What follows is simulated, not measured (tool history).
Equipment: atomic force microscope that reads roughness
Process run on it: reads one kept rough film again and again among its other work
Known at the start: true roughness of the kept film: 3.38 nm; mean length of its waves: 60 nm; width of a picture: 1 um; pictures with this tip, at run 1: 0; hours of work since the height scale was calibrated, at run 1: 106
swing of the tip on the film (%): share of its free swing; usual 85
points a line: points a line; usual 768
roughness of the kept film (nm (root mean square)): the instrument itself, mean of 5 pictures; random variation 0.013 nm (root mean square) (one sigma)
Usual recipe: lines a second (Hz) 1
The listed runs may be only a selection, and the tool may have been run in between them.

run	hour	lines a second (Hz)	swing of the tip on the film (%)	points a line	pictures with this tip	hours of work since the height scale was calibrated	roughness of the kept film (nm (root mean square))
1	0	1	85	768	0	106	3.142
2	10.4	1	85	768	27	115	3.117
3	17.9	1	85	768	45	120	3.14
4	27.7	1	85	768	70	128	3.125
5	35.2	1	71	768	89	134	3.209
6	39.7	1	71	768	101	137	3.161
7	50.4	1	71	768	128	146	3.152
8	55.9	1	71	768	142	150	3.182
9	63.4	1	71	768	161	156	3.153
10	68.4	1	71	768	174	160	3.157
11	78.6	1	85	310	200	168	3.104
12	83.5	1	85	310	212	171	3.082
13	88.3	1	85	310	224	175	3.056
14	93.8	1	85	768	238	179	3.055
15	99.5	1	85	768	252	184	3.068
16	107.6	1	82	502	273	190	3.043
# hour 109.1: new tip fitted
17	117.2	2.5	85	768	20	197	2.979
18	124.9	2.5	85	768	40	203	2.974
# hour 126.3: height scale calibrated on a step standard
19	131.2	2.5	85	768	53	4	2.988
20	140	2.45	75	525	76	11	3.085
21	145.9	2.45	75	525	90	15	3.086
22	150.9	0.82	65	768	103	19	3.206

Estimate the outcome of run 23 from the log above:
23	157.8	0.79	65	362	121	24	?

{"run 23": {"roughness of the kept film (nm (root mean square))": 3.234}}
If the tool had no hidden condition, the same run with the same run-to-run variation would have returned roughness of the kept film (nm (root mean square)) 3.28.
